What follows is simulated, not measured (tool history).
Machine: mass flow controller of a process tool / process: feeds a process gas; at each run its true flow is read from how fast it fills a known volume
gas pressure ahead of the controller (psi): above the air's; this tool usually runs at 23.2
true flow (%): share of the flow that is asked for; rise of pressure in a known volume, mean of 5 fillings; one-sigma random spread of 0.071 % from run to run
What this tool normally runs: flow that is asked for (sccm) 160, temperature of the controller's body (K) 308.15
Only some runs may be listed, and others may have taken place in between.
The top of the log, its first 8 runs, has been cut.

| run | hour | flow that is asked for (sccm) | gas pressure ahead of the controller (psi) | temperature of the controller's body (K) | hours of work since the controller was set to zero | hours of work since the controller was changed | true flow (%) |
|---|---|---|---|---|---|---|---|
| 9 | 943.4 | 31 | 23.2 | 308.15 | 1794 | 1794 | 98.74 |
| 10 | 1039.1 | 31 | 23.2 | 300.15 | 1853 | 1853 | 97.77 |
| 11 | 1209.2 | 31 | 23.2 | 300.15 | 1958 | 1958 | 97.91 |
| 12 | 1307.2 | 31 | 23.2 | 297.15 | 2019 | 2019 | 97.58 |
| 13 | 1479.9 | 160 | 23.2 | 300.15 | 2125 | 2125 | 100.17 |
| 14 | 1557.4 | 160 | 23.2 | 300.15 | 2173 | 2173 | 100.23 |
| 15 | 1695.5 | 160 | 20.7 | 300.15 | 2258 | 2258 | 100.23 |
| 16 | 1821.3 | 87 | 23.2 | 308.15 | 2336 | 2336 | 100.15 |
| 17 | 1947.7 | 87 | 23.2 | 308.15 | 2414 | 2414 | 100.11 |
| 18 | 2050.7 | 87 | 23.2 | 308.15 | 2478 | 2478 | 100.13 |
| 19 | 2148.9 | 87 | 23.2 | 308.15 | 2538 | 2538 | 100.14 |
| 20 | 2250.9 | 87 | 23.2 | 308.15 | 2601 | 2601 | 100.23 |
| 21 | 2340.8 | 49 | 22.8 | 305.15 | 2657 | 2657 | 99.38 |
| 22 | 2416.2 | 49 | 22.8 | 305.15 | 2704 | 2704 | 99.27 |
| 23 | 2505.7 | 49 | 22.8 | 305.15 | 2759 | 2759 | 99.4 |
| 24 | 2615.6 | 49 | 22.8 | 305.15 | 2827 | 2827 | 99.5 |
| 25 | 2791.3 | 49 | 22.8 | 305.15 | 2935 | 2935 | 99.56 |
| 26 | 2872.2 | 49 | 22.8 | 305.15 | 2985 | 2985 | 99.48 |
| 27 | 2957.5 | 25 | 23.2 | 308.15 | 3038 | 3038 | 99.52 |
| 28 | 3132.2 | 25 | 23.2 | 295.15 | 3146 | 3146 | 98.21 |
| 29 | 3291 | 90 | 26.7 | 299.15 | 3244 | 3244 | 99.69 |
| 30 | 3458.6 | 90 | 26.7 | 299.15 | 3347 | 3347 | 99.67 |
| 31 | 3578 | 160 | 34.8 | 308.15 | 3421 | 3421 | 102.14 |
| 32 | 3728.1 | 160 | 34.8 | 308.15 | 3514 | 3514 | 102.25 |
| 33 | 3800.6 | 70 | 34.8 | 299.15 | 3559 | 3559 | 99.67 |

Branching from run 33: 5 alternative next runs. What would each branch give?
| A | 3957.9 | 70 | 36.1 | 300.15 | 3656 | 3656 | ? |
| B | 3957.9 | 21 | 25.2 | 299.15 | 3656 | 3656 | ? |
| C | 3957.9 | 147 | 34.2 | 308.15 | 3656 | 3656 | ? |
| D | 3957.9 | 36 | 23.2 | 302.15 | 3656 | 3656 | ? |
| E | 3957.9 | 48 | 23.2 | 307.15 | 3656 | 3656 | ? |

| run | true flow (%) |
|---|---|
| A | 99.97 |
| B | 98.78 |
| C | 102.11 |
| D | 99.34 |
| E | 100.26 |
Take away the tool's hidden state, keep each run's random variation, and the runs would have read:
| run | true flow (%) |
|---|---|
| A | 98.26 |
| B | 97.13 |
| C | 100.36 |
| D | 97.66 |
| E | 98.56 |
